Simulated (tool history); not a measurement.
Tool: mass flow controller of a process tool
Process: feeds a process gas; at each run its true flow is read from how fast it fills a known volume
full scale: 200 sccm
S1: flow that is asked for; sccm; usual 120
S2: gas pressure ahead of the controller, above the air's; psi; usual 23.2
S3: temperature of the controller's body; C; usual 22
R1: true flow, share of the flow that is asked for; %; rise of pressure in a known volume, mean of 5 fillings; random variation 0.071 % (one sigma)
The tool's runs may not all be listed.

Run 1, hour 0: usual settings. Result: R1 99.47 %.
Run 2, hour 40.1: usual settings but S1 24 sccm. Result: R1 94.81 %.
Run 3, hour 122.2: usual settings but S1 24 sccm. Result: R1 94.73 %.
Run 4, hour 209.3: usual settings but S1 24 sccm. Result: R1 94.67 %.
Run 5, hour 259.6: usual settings but S1 24 sccm. Result: R1 94.58 %.
Run 6, hour 315.9: usual settings but S2 33.9 psi. Result: R1 98.64 %.
Run 7, hour 404.9: usual settings but S1 102 sccm, S2 33.9 psi. Result: R1 98.45 %.
Run 8, hour 450.5: usual settings but S1 102 sccm, S2 33.9 psi. Result: R1 98.3 %.
Run 9, hour 523.2: usual settings. Result: R1 99.22 %.
Run 10, hour 590.6: usual settings. Result: R1 99.16 %.
Run 11, hour 678: usual settings. Result: R1 99.23 %.
Run 12, hour 742.6: usual settings but S1 25 sccm. Result: R1 93.85 %.
Run 13, hour 826.7: usual settings but S1 25 sccm. Result: R1 93.66 %.
Run 14, hour 865.1: usual settings but S1 25 sccm. Result: R1 93.78 %.
Run 15, hour 934.1: usual settings but S1 104 sccm. Result: R1 98.78 %.
Run 16, hour 982.2: usual settings but S1 104 sccm. Result: R1 98.67 %.
Run 17, hour 1072.2: usual settings but S1 104 sccm, S3 33 C. Result: R1 97.7 %.
Run 18, hour 1144.3: usual settings but S1 104 sccm, S3 33 C. Result: R1 97.63 %.
Run 19, hour 1204.9: usual settings but S1 104 sccm, S3 33 C. Result: R1 97.7 %.
Run 20, hour 1291.2: usual settings but S1 104 sccm, S3 33 C. Result: R1 97.7 %.
Run 21, hour 1330.3: usual settings but S1 104 sccm, S3 33 C. Result: R1 97.53 %.
Run 22, hour 1423.2: usual settings but S1 104 sccm, S3 33 C. Result: R1 97.7 %.
Run 23, hour 1499.4: usual settings but S1 36 sccm. Result: R1 94.91 %.
Run 24, hour 1567.8: usual settings but S1 36 sccm. Result: R1 94.77 %.
Run 25, hour 1607.8: usual settings but S1 36 sccm. Result: R1 94.62 %.
Run 26, hour 1652.9: usual settings but S1 21 sccm, S2 22.3 psi. Result: R1 90.76 %.
Run 27, hour 1729.9: usual settings but S1 44 sccm, S2 26.1 psi. Result: R1 95.35 %.
Run 28, hour 1774.1: usual settings but S1 44 sccm, S2 26.1 psi. Result: R1 95.37 %.
Run 29, hour 1851.7: usual settings but S1 75 sccm, S2 33.4 psi, S3 24 C. Result: R1 96.78 %.
Run 30, hour 1906.4: usual settings but S1 76 sccm, S2 25.1 psi, S3 26 C. Result: R1 97.03 %.
Run 31, hour 1954.3: usual settings but S1 192 sccm, S2 25.1 psi, S3 39 C. Result: R1 98.22 %.
Run 32, hour 2002.8: usual settings but S1 35 sccm, S2 28.9 psi, S3 32 C. Result: R1 92.74 %.
Run 33, hour 2084.9: usual settings but S1 139 sccm, S2 37.1 psi, S3 21 C. Result: R1 98.31 %.
Run 34, hour 2128.5: usual settings but S1 77 sccm, S2 35.1 psi, S3 35 C. Result: R1 95.53 %.
Run 35, hour 2184.5: usual settings but S1 77 sccm, S2 35.1 psi, S3 35 C. Result: R1 95.56 %.
Run 36, hour 2275.3: usual settings but S1 121 sccm. Result: R1 98.51 %.
Run 37, hour 2324: usual settings but S1 121 sccm. Result: R1 98.6 %.
Run 38, hour 2385.1: usual settings but S1 76 sccm, S3 26 C. Result: R1 96.89 %.
Run 39, hour 2426.8: usual settings but S1 33 sccm, S2 22.3 psi, S3 39 C. Result: R1 91.6 %.
Run 40, hour 2499.9: usual settings but S1 154 sccm, S2 36.3 psi, S3 32 C. Result: R1 97.66 %.
Run 41, hour 2560: usual settings but S1 154 sccm, S2 36.3 psi, S3 32 C. Result: R1 97.53 %.
Run 42, hour 2615.9: usual settings but S1 154 sccm, S2 36.3 psi, S3 32 C. Result: R1 97.58 %.
Run 43, hour 2693: usual settings but S1 154 sccm, S2 36.3 psi, S3 32 C. Result: R1 97.7 %.
Run 44, hour 2779.3: usual settings but S2 23.1 psi, S3 26 C. Result: R1 98.03 %.
Run 45, hour 2817.9: usual settings but S2 23.1 psi, S3 26 C. Result: R1 98.18 %.
Run 46, hour 2909.6: usual settings but S1 149 sccm. Result: R1 99.08 %.
Run 47, hour 2992.4: usual settings but S1 149 sccm. Result: R1 98.93 %.
Run 48, hour 3058.9: usual settings but S1 183 sccm, S2 29 psi, S3 27 C. Result: R1 98.88 %.

4 ways to go on from here, each from the tool as it stands after run 48. What would each give?
Run A, hour 3101.1: usual settings but S2 36 psi. Result: R1 ?.
Run B, hour 3101.1: usual settings but S1 183 sccm, S2 21.8 psi, S3 23 C. Result: R1 ?.
Run C, hour 3101.1: usual settings but S1 53 sccm, S2 35.5 psi, S3 32 C. Result: R1 ?.
Run D, hour 3101.1: usual settings but S1 183 sccm, S2 33.6 psi, S3 25 C. Result: R1 ?.

run     R1
  A  97.76
  B   99.6
  C  93.61
  D  98.73
Without the tool's hidden state the same runs would have given:
run      R1
  A   99.37
  B  100.47
  C    97.9
  D   99.61

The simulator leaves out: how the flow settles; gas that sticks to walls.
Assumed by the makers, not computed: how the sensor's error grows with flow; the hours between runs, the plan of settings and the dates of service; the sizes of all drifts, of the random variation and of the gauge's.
